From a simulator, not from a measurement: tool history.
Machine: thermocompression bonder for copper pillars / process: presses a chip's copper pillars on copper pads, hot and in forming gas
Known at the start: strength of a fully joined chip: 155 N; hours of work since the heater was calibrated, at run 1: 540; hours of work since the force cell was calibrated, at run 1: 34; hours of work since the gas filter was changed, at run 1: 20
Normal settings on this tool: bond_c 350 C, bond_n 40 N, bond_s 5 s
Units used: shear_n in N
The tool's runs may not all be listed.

run   hour  bond_c  bond_n  bond_s  hours of work since the heater was calibrated  hours of work since the force cell was calibrated  hours of work since the gas filter was changed  shear_n
  1      0     350      40       5                                            540                                                 34                                              20     56.4
  2    6.5     350      46       5                                            545                                                 39                                              25     63.9
  3   14.7     375      40       5                                            552                                                 45                                              32     69.3
  4   19.3     375      40       5                                            555                                                 49                                              36     69.2
  5   28.6     350      40       5                                            562                                                 56                                              43       57
  6   35.1     350      40       5                                            568                                                 62                                              48     56.4
  7   43.2     350      40       5                                            574                                                 68                                              54     54.9
  8   52.9     350      40       5                                            582                                                 76                                              62     57.7
  9   62.1     350      40       5                                            589                                                 83                                              69     56.8
 10   70.7     350      40       5                                            596                                                 90                                              76     55.6
      73.5  -- heater calibrated with a thermocouple chip
 11   82.5     350      40       5                                              7                                                 97                                              84     58.1
 12   91.8     350      40       5                                             14                                                105                                              91     55.9
 13   97.5     350      40       5                                             19                                                109                                              95       56
       102  -- heater calibrated with a thermocouple chip, once more
 14  109.2     350      40       5                                              6                                                117                                             103     53.9
 15  116.1     363      40       5                                             11                                                122                                             109     60.1
 16  124.8     350      40      13                                             18                                                129                                             115     74.6
 17  132.6     350      40      13                                             24                                                135                                             122     74.6
 18  141.9     354      40      13                                             31                                                142                                             129     77.9
 19  150.4     321      50       6                                             38                                                149                                             136     50.8
 20  160.4     321      50       6                                             46                                                157                                             143     50.5
 21  166.7     350      38       5                                             51                                                162                                             148     49.9
 22  176.4     336      30       3                                             59                                                170                                             156       28
 23  186.1     325      43       4                                             66                                                177                                             164     39.2
 24  195.3     350      32       5                                             73                                                185                                             171     43.2
 25  205.5     350      32       5                                             81                                                193                                             179       43

Run 26 comes next. What will it give?
 26  214.1     324      50       5                                             88                                                199                                             186        ?

Run 26 measured shear_n 49.1 N.
Take away the tool's hidden state, keep the run-to-run variation as it was, and the same run would have given shear_n 50.8 N.
